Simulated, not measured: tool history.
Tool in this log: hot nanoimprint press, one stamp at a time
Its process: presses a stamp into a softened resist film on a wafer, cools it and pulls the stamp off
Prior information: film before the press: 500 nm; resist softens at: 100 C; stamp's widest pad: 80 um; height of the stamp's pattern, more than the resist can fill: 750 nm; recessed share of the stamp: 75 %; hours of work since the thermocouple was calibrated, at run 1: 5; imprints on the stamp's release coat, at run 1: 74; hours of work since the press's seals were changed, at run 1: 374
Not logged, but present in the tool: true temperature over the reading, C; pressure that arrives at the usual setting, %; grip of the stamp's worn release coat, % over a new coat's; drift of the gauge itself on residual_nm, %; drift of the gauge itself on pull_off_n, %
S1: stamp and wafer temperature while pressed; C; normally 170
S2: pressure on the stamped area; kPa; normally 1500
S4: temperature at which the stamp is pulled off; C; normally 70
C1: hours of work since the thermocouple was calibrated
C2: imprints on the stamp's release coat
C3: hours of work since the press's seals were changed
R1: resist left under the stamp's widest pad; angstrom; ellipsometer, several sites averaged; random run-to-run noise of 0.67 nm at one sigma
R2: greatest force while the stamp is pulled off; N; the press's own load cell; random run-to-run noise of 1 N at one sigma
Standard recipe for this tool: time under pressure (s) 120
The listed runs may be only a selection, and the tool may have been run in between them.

run 1 hour=0.0 | S1=170 S2=1500 time_under_pressure_(s)=120 S4=70 | C1=5 C2=74 C3=374 | R1=2448 R2=95
run 2 hour=12.6 | S1=170 S2=1500 time_under_pressure_(s)=120 S4=70 | C1=11 C2=95 C3=380 | R1=2459 R2=95
run 3 hour=27.8 | S1=170 S2=1500 time_under_pressure_(s)=120 S4=72 | C1=19 C2=119 C3=387 | R1=2459 R2=94
run 4 hour=42.8 | S1=167 S2=1500 time_under_pressure_(s)=120 S4=70 | C1=26 C2=144 C3=395 | R1=2697 R2=99
run 5 hour=52.5 | S1=170 S2=1210 time_under_pressure_(s)=120 S4=70 | C1=31 C2=160 C3=399 | R1=2680 R2=100
run 6 hour=74.8 | S1=170 S2=1210 time_under_pressure_(s)=120 S4=70 | C1=42 C2=196 C3=410 | R1=2688 R2=100
run 7 hour=97.3 | S1=170 S2=1500 time_under_pressure_(s)=120 S4=70 | C1=53 C2=233 C3=421 | R1=2473 R2=101
run 8 hour=114.6 | S1=170 S2=1500 time_under_pressure_(s)=120 S4=70 | C1=61 C2=261 C3=429 | R1=2484 R2=100
run 9 hour=125.9 | S1=170 S2=1500 time_under_pressure_(s)=120 S4=70 | C1=67 C2=280 C3=435 | R1=2475 R2=103
run 10 hour=146.7 | S1=170 S2=1500 time_under_pressure_(s)=65 S4=70 | C1=77 C2=314 C3=445 | R1=3069 R2=104
run 11 hour=160.7 | S1=170 S2=1500 time_under_pressure_(s)=107 S4=70 | C1=83 C2=336 C3=452 | R1=2581 R2=104
run 12 hour=180.8 | S1=165 S2=1500 time_under_pressure_(s)=132 S4=70 | C1=93 C2=369 C3=462 | R1=2800 R2=104
run 13 hour=198.2 | S1=167 S2=1500 time_under_pressure_(s)=132 S4=70 | C1=102 C2=398 C3=470 | R1=2637 R2=102
run 14 hour=207.8 | S1=167 S2=1040 time_under_pressure_(s)=132 S4=56 | C1=106 C2=413 C3=475 | R1=3008 R2=126
run 15 hour=220.4 | S1=167 S2=1040 time_under_pressure_(s)=132 S4=56 | C1=112 C2=434 C3=481 | R1=3013 R2=128
run 16 hour=243.1 | S1=167 S2=1040 time_under_pressure_(s)=132 S4=56 | C1=123 C2=471 C3=492 | R1=3044 R2=128
run 17 hour=253.5 | S1=164 S2=1960 time_under_pressure_(s)=235 S4=65 | C1=128 C2=488 C3=497 | R1=2109 R2=115

Forecast run 18:
run 18 hour=262.8 | S1=164 S2=1960 time_under_pressure_(s)=235 S4=65 | C1=133 C2=503 C3=502 | R1=? R2=?

{"run 18": {"R1": 2118, "R2": 114}}
If the tool had no hidden condition, the same run with the same run-to-run variation would have returned R1 2068 angstrom, R2 100 N.
